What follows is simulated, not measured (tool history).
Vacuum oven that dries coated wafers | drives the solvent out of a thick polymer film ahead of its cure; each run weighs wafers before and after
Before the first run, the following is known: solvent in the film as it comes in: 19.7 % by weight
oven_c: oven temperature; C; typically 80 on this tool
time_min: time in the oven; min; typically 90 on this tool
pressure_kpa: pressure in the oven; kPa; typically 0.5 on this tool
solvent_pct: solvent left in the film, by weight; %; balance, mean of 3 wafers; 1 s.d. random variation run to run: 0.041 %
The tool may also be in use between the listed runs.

run,day,oven_c,time_min,pressure_kpa,solvent_pct
1,0,80,90,0.5,1.86
2,0.942,80,90,0.5,1.97
3,1.55,80,90,0.343,1.81
4,2.421,80,90,0.343,1.79
5,3.196,80,90,0.343,1.72
6,3.829,80,103,0.343,1.51
7,4.904,80,103,0.343,1.46
8,5.392,80,103,0.343,1.47
9,6.383,80,103,0.343,1.52
10,6.892,80,103,0.343,1.47
11,7.546,80,103,0.343,1.51
12,8.4,80,90,0.5,1.99
13,9.325,80,152,0.5,1.19
14,10.017,80,152,0.5,1.15
15,10.542,76,152,0.5,1.57
16,11.017,80,90,0.5,2.05
17,11.612,80,90,0.5,2.09
18,12.642,80,90,0.5,2.1
19,13.646,80,90,1.885,4.07
20,14.621,80,49,0.5,4.64
21,15.125,80,49,0.5,4.74
22,15.988,80,90,0.5,2.08
23,16.521,80,90,0.5,2.17
24,17.262,80,90,0.5,2.14
25,18.046,80,90,0.5,2.18
26,18.808,66,90,1.534,7.96
27,19.854,80,74,0.961,3.45
28,20.783,80,160,0.296,0.93
29,21.471,80,160,0.296,0.91
30,22.408,69,88,0.5,5.1
31,23.05,80,70,0.273,2.83
# day 23.188: vacuum gauge cleaned of residue and calibrated
32,24.112,86,71,0.326,1.81
33,24.6,86,71,0.326,1.8
34,25.638,80,70,1.101,4.01
35,26.512,66,113,0.343,4.57
# day 27.062: oven's thermocouples calibrated
36,27.217,66,113,0.343,4.34
37,27.75,93,95,0.986,1.27
# day 28.171: vacuum gauge cleaned of residue and calibrated, once more
38,28.383,71,90,1.241,5.19
39,29.054,71,124,1.241,4.09
40,29.804,71,124,1.241,3.95
41,30.296,71,124,1.241,4.05
42,30.775,71,124,1.241,3.85
43,31.562,80,140,0.336,0.75
44,32.192,80,140,0.336,0.81
45,33.133,74,140,0.345,1.46
46,34.162,71,66,1.061,6.37
47,34.933,70,86,1.816,6.96

Forecast each of these 4 alternatives for the next run:
A,35.579,66,146,0.5,?
B,35.579,70,90,0.5,?
C,35.579,66,59,0.823,?
D,35.579,77,90,0.682,?

run,solvent_pct
A,3.11
B,4.17
C,8.21
D,2.74
Had the tool no hidden state, the same runs would have come out as:
run,solvent_pct
A,2.95
B,4.02
C,8.06
D,2.62

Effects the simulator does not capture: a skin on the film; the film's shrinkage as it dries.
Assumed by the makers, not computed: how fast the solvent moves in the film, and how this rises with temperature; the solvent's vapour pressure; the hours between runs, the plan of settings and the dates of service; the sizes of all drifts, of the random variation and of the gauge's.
